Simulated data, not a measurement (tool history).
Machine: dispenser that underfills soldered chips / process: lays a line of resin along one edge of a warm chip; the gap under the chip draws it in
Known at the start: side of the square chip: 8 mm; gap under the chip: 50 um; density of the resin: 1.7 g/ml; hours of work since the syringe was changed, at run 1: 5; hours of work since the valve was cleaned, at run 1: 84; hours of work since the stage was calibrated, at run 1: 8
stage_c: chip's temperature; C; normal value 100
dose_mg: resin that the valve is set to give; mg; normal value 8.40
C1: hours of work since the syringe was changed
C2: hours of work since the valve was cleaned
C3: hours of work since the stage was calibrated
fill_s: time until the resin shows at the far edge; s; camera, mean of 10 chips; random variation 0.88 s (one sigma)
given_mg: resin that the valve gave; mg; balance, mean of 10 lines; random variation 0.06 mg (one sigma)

run 1 hour=0.0 | stage_c=100 dose_mg=8.40 | C1=5 C2=84 C3=8 | fill_s=97.7 given_mg=7.70
-- hour=1.6 new syringe of resin
run 2 hour=4.7 | stage_c=100 dose_mg=8.40 | C1=2 C2=88 C3=11 | fill_s=86.6 given_mg=7.72
run 3 hour=6.9 | stage_c=100 dose_mg=10.63 | C1=4 C2=89 C3=13 | fill_s=88.0 given_mg=9.81
-- hour=9.8 new syringe of resin
run 4 hour=11.6 | stage_c=108 dose_mg=8.40 | C1=1 C2=92 C3=16 | fill_s=59.3 given_mg=7.72
run 5 hour=14.6 | stage_c=100 dose_mg=8.40 | C1=4 C2=95 C3=19 | fill_s=90.9 given_mg=7.64
-- hour=17.9 new syringe of resin
run 6 hour=18.5 | stage_c=104 dose_mg=8.40 | C1=0 C2=97 C3=21 | fill_s=70.7 given_mg=7.65
run 7 hour=20.5 | stage_c=104 dose_mg=8.40 | C1=2 C2=99 C3=23 | fill_s=73.9 given_mg=7.63
run 8 hour=23.1 | stage_c=112 dose_mg=8.86 | C1=4 C2=101 C3=25 | fill_s=54.3 given_mg=7.97
run 9 hour=25.3 | stage_c=100 dose_mg=7.95 | C1=5 C2=102 C3=26 | fill_s=99.9 given_mg=7.17
-- hour=26.2 new syringe of resin
run 10 hour=27.7 | stage_c=86 dose_mg=10.60 | C1=1 C2=104 C3=28 | fill_s=159.2 given_mg=9.53
run 11 hour=31.2 | stage_c=104 dose_mg=9.90 | C1=4 C2=106 C3=30 | fill_s=75.6 given_mg=8.85
-- hour=34.2 new syringe of resin
run 12 hour=34.9 | stage_c=87 dose_mg=10.89 | C1=1 C2=109 C3=33 | fill_s=147.5 given_mg=9.67
run 13 hour=37.4 | stage_c=92 dose_mg=9.09 | C1=2 C2=111 C3=35 | fill_s=124.2 given_mg=8.19

What differs in the tool's unlogged condition from the final listed run ahead of each entry between runs to the first listed run following it?
Run 1 -> run 2: new syringe of resin (hour 1.6)
  resin's viscosity, % of fresh resin's: 118.8 -> 105.7; dose that the valve gives, % of what is set: 92.21 -> 91.92; true chip temperature over the reading, C: 0.26 -> 0.28
  measured less the result without the state, fill_s: +15.7 -> +4.8 s; given_mg: -0.66 -> -0.68 mg
Run 3 -> run 4: new syringe of resin (hour 9.8)
  resin's viscosity, % of fresh resin's: 111 -> 103; dose that the valve gives, % of what is set: 91.79 -> 91.48; true chip temperature over the reading, C: 0.3 -> 0.32
  measured less the result without the state, fill_s: +8.0 -> +1.8 s; given_mg: -0.87 -> -0.71 mg
Run 5 -> run 6: new syringe of resin (hour 17.9)
  resin's viscosity, % of fresh resin's: 110.5 -> 102.2; dose that the valve gives, % of what is set: 91.28 -> 91.05; true chip temperature over the reading, C: 0.34 -> 0.36
  measured less the result without the state, fill_s: +8.6 -> +1.6 s; given_mg: -0.73 -> -0.75 mg
Run 9 -> run 10: new syringe of resin (hour 26.2)
  resin's viscosity, % of fresh resin's: 119.6 -> 102.4; dose that the valve gives, % of what is set: 90.6 -> 90.46; true chip temperature over the reading, C: 0.4 -> 0.42
  measured less the result without the state, fill_s: +16.8 -> +1.4 s; given_mg: -0.76 -> -1.01 mg
Run 11 -> run 12: new syringe of resin (hour 34.2)
  resin's viscosity, % of fresh resin's: 111.1 -> 101.6; dose that the valve gives, % of what is set: 90.23 -> 90; true chip temperature over the reading, C: 0.43 -> 0.45
  measured less the result without the state, fill_s: +6.7 -> -0.2 s; given_mg: -0.97 -> -1.08 mg

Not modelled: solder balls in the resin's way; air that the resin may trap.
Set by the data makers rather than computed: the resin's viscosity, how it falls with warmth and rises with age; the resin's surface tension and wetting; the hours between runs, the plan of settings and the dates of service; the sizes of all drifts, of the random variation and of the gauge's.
